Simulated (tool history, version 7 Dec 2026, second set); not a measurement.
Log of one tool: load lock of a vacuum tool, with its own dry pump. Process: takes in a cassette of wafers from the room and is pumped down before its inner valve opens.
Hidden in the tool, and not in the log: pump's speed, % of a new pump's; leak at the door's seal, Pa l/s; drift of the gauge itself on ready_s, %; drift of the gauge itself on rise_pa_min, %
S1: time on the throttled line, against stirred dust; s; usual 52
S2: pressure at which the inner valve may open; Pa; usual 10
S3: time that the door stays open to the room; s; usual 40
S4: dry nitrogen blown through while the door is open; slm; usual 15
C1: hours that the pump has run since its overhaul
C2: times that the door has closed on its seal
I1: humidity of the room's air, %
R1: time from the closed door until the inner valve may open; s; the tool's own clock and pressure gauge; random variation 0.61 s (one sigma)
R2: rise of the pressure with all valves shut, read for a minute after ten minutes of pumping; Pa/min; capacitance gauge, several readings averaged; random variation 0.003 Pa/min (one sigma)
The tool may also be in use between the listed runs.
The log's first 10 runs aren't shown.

run    hour  S1  S2   S3  S4    C1     C2    I1     R1     R2
 11  1964.6  52  10  158  15  3184  21551  43.5   88.3  0.176
 12  2128.2  52  10  158  15  3348  22206  48.5   89.1  0.183
 13  2385.1  78  10   40  15  3605  23236  48.2  108.2  0.187
 14  2522.4  52  10  210  15  3742  23786  46.2   88.5  0.197
 15  2783.3  51  10   40  15  4003  24832  44.6   88.3  0.200
 16  2967.4  66   8   98   4  4187  25570  50.2  101.6  0.227
 17  3193.2  66   8   98   4  4413  26475  44.1  100.7  0.237
 18  3410.5  52   8   40  15  4630  27346  44.3   91.6  0.223
 19  3695.2  35   8   40  15  4915  28487  44.8   78.5  0.249
 20  3854.1  35   8   40  15  5074  29124  43.4   78.8  0.251
 21  4126.2  35   8   40  15  5346  30214  47.8   78.8  0.267
 22  4267.8  35   8   40  15  5487  30782  42.9   78.5  0.281
 23  4528.9  52  10   26  15  5748  31828  45.4   90.8  0.282
 24  4857.8  52  10   40  16  6077  33147  46.2   90.4  0.307
 25  5172.1  52   8   38  27  6392  34407  41.7   91.2  0.321
 26  5380.7  77   8  133  20  6600  35243  44.2  109.8  0.338
 27  5541.7  77   8  133  20  6761  35888  42.2  110.6  0.348
 28  5712.6  52  11   37  15  6932  36573  45.0   89.5  0.363
 29  5906.9  52  11   37  15  7126  37352  43.6   90.3  0.365
 30  6105.3  52  10  100  15  7325  38147  44.3   90.8  0.378

Forecast each of these 3 alternatives for the next run:
  A  6317.0  75  10  100  15  7537  38996  44.8   ?   ?
  B  6317.0  52  13   40  43  7537  38996  42.3   ?   ?
  C  6317.0  51  16  100  15  7537  38996  43.0   ?   ?

run     R1     R2
  A  106.6  0.406
  B   90.1  0.387
  C   87.5  0.402
Without the tool's hidden state the same runs would have given:
run     R1     R2
  A  105.1  0.032
  B   88.3  0.009
  C   85.8  0.025
